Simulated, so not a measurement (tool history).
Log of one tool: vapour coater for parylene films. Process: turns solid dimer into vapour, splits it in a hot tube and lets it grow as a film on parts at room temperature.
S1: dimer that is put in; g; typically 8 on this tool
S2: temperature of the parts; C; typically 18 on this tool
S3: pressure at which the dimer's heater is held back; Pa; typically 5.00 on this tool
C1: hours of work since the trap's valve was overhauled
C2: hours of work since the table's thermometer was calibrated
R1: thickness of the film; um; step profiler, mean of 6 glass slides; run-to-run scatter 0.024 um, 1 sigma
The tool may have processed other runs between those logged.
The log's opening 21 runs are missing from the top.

run,hour,S1,S2,S3,C1,C2,R1
22,1061.1,11,12,4.21,228,243,4.93
23,1114.6,4,24,4.21,272,286,1.06
24,1171.7,8,13,7.56,318,333,3.26
25,1223.3,8,28,2.14,361,375,1.84
26,1280.3,8,28,2.14,407,422,1.89
27,1329.6,7,11,2.14,447,462,3.30
28,1394.5,3,22,2.14,500,515,0.84
29,1461.0,3,22,4.72,555,569,0.84
30,1519.7,3,16,4.72,603,617,1.07

Branching from run 30: 3 alternative next runs. What would each branch give?
A,1571.0,8,18,2.04,645,659,?
B,1571.0,3,16,6.66,645,659,?
C,1571.0,4,18,8.17,645,659,?

run,R1
A,2.74
B,1.06
C,1.30
Take away the tool's hidden state, keep each run's random variation, and the runs would have read:
run,R1
A,3.02
B,1.17
C,1.43

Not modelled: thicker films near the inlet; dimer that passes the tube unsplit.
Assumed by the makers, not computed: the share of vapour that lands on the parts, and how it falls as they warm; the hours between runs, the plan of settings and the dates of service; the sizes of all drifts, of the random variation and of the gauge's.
